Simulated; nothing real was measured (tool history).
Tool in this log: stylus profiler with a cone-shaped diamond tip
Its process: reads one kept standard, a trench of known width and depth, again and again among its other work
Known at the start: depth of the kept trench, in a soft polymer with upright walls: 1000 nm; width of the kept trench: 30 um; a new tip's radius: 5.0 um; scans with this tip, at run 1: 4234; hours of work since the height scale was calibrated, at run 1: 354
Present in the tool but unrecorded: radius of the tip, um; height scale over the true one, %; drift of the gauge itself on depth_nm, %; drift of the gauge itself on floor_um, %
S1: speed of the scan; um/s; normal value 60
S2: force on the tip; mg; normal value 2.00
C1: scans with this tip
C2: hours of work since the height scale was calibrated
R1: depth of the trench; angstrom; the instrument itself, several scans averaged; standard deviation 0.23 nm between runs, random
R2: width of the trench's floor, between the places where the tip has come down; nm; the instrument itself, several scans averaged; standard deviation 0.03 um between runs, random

run 1 hour=0.0 | S1=60 S2=2.00 | C1=4234 C2=354 | R1=10139.2 R2=22780
run 2 hour=26.9 | S1=60 S2=2.00 | C1=4424 C2=369 | R1=10146.8 R2=22630
run 3 hour=47.6 | S1=60 S2=2.00 | C1=4569 C2=382 | R1=10142.6 R2=22650
run 4 hour=83.3 | S1=60 S2=2.00 | C1=4821 C2=403 | R1=10145.2 R2=22610
-- hour=86.9 height scale calibrated on a step standard
run 5 hour=126.5 | S1=60 S2=0.90 | C1=5121 C2=23 | R1=10092.1 R2=22430
run 6 hour=150.2 | S1=198 S2=0.68 | C1=5288 C2=37 | R1=10078.0 R2=21790
-- hour=158.1 height scale calibrated on a step standard, once more
run 7 hour=183.4 | S1=16 S2=2.00 | C1=5518 C2=15 | R1=10134.3 R2=22500
run 8 hour=234.4 | S1=136 S2=4.24 | C1=5877 C2=45 | R1=10222.6 R2=22210
run 9 hour=259.7 | S1=60 S2=3.16 | C1=6055 C2=60 | R1=10181.9 R2=22240
run 10 hour=304.7 | S1=73 S2=2.00 | C1=6372 C2=86 | R1=10134.8 R2=22160

Below are 4 alternative next runs, each starting from the tool's condition after run 10. Predict each:
run A hour=335.2 | S1=27 S2=5.44 | C1=6586 C2=104 | R1=? R2=?
run B hour=335.2 | S1=23 S2=2.00 | C1=6586 C2=104 | R1=? R2=?
run C hour=335.2 | S1=95 S2=2.08 | C1=6586 C2=104 | R1=? R2=?
run D hour=335.2 | S1=60 S2=2.26 | C1=6586 C2=104 | R1=? R2=?

run=A R1=10260.1 R2=22210
run=B R1=10132.5 R2=22250
run=C R1=10139.2 R2=22050
run=D R1=10150.5 R2=22090
What these runs would have given with no unlogged condition in the tool:
run=A R1=10256.3 R2=23940
run=B R1=10128.7 R2=23980
run=C R1=10135.5 R2=23780
run=D R1=10146.7 R2=23820
